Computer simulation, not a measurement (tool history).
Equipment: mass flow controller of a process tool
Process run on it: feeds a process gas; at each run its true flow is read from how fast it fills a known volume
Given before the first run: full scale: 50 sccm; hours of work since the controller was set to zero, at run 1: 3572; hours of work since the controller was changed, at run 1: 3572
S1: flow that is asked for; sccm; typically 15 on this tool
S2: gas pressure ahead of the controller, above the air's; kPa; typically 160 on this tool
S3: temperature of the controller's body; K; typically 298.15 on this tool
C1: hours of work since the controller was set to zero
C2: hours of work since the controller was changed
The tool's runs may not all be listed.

Run 1, hour 0: usual settings; C1 3572; C2 3572. Result: true flow (%) 98.16.
Run 2, hour 130.9: usual settings; C1 3637; C2 3637. Result: true flow (%) 98.23.
Run 3, hour 306: usual settings; C1 3725; C2 3725. Result: true flow (%) 98.22.
Run 4, hour 487.1: usual settings; C1 3815; C2 3815. Result: true flow (%) 98.37.
Run 5, hour 622.3: usual settings but S1 27 sccm; C1 3883; C2 3883. Result: true flow (%) 98.98.
Run 6, hour 739.9: usual settings but S1 27 sccm; C1 3942; C2 3942. Result: true flow (%) 98.9.
Run 7, hour 916.1: usual settings but S1 27 sccm; C1 4030; C2 4030. Result: true flow (%) 99.05.
Run 8, hour 1125.7: usual settings but S1 27 sccm; C1 4134; C2 4134. Result: true flow (%) 99.13.
Run 9, hour 1224: usual settings but S1 27 sccm; C1 4184; C2 4184. Result: true flow (%) 99.14.
Run 10, hour 1402.2: usual settings but S1 27 sccm; C1 4273; C2 4273. Result: true flow (%) 99.29.
Run 11, hour 1546.1: usual settings but S1 27 sccm; C1 4345; C2 4345. Result: true flow (%) 99.26.
Run 12, hour 1704.8: usual settings but S1 47 sccm; C1 4424; C2 4424. Result: true flow (%) 100.35.
Run 13, hour 1820.2: usual settings but S1 47 sccm; C1 4482; C2 4482. Result: true flow (%) 100.43.
Run 14, hour 1916.9: usual settings but S1 17 sccm, S3 294.15 K; C1 4530; C2 4530. Result: true flow (%) 98.72.
Run 15, hour 2020.5: usual settings but S1 7 sccm, S2 202 kPa; C1 4582; C2 4582. Result: true flow (%) 98.64.
Run 16, hour 2144.5: usual settings but S1 7 sccm, S2 202 kPa; C1 4644; C2 4644. Result: true flow (%) 98.82.
Run 17, hour 2246.6: usual settings but S1 7 sccm, S2 202 kPa; C1 4695; C2 4695. Result: true flow (%) 98.81.
Run 18, hour 2352.2: usual settings but S1 13 sccm, S3 296.15 K; C1 4747; C2 4747. Result: true flow (%) 98.98.
Run 19, hour 2484: usual settings but S1 13 sccm, S2 146 kPa, S3 295.15 K; C1 4813; C2 4813. Result: true flow (%) 98.81.
Run 20, hour 2708.5: usual settings but S1 13 sccm, S2 146 kPa, S3 295.15 K; C1 4926; C2 4926. Result: true flow (%) 98.91.
Run 21, hour 2900.4: usual settings but S1 14 sccm, S2 170 kPa, S3 295.15 K; C1 5021; C2 5021. Result: true flow (%) 99.12.
Run 22, hour 3081.5: usual settings but S2 267 kPa; C1 5112; C2 5112. Result: true flow (%) 99.57.
Run 23, hour 3296.3: usual settings but S1 26 sccm, S2 255 kPa, S3 295.15 K; C1 5219; C2 5219. Result: true flow (%) 100.02.

A few steps of true flow (%) between consecutive runs. Split each: what settings, incoming material and random variation would produce without the hidden state, and what is left over for the hidden state, along with gauge scatter present in only one of the two compared results (measured, and without hidden state):
Hidden state at play: flow at rest that the sensor doesn't see, % of full scale; true flow over the shown one, %; drift of the gauge itself on true_pct, %.
Run 11 -> 12: S1 27 -> 47. true flow (%) +1.09: hidden state +0.07, all else +1.02.
Run 13 -> 14: S1 47 -> 17, S3 298.15 -> 294.15. true flow (%) -1.71: hidden state +0.02, all else -1.73.
Run 19 -> 20: settings left as they were, no log entry in between. true flow (%) +0.1: hidden state +0.09, all else +0.01.
Run 22 -> 23: S1 15 -> 26, S2 267 -> 255, S3 298.15 -> 295.15. true flow (%) +0.45: hidden state +0.09, all else +0.36.
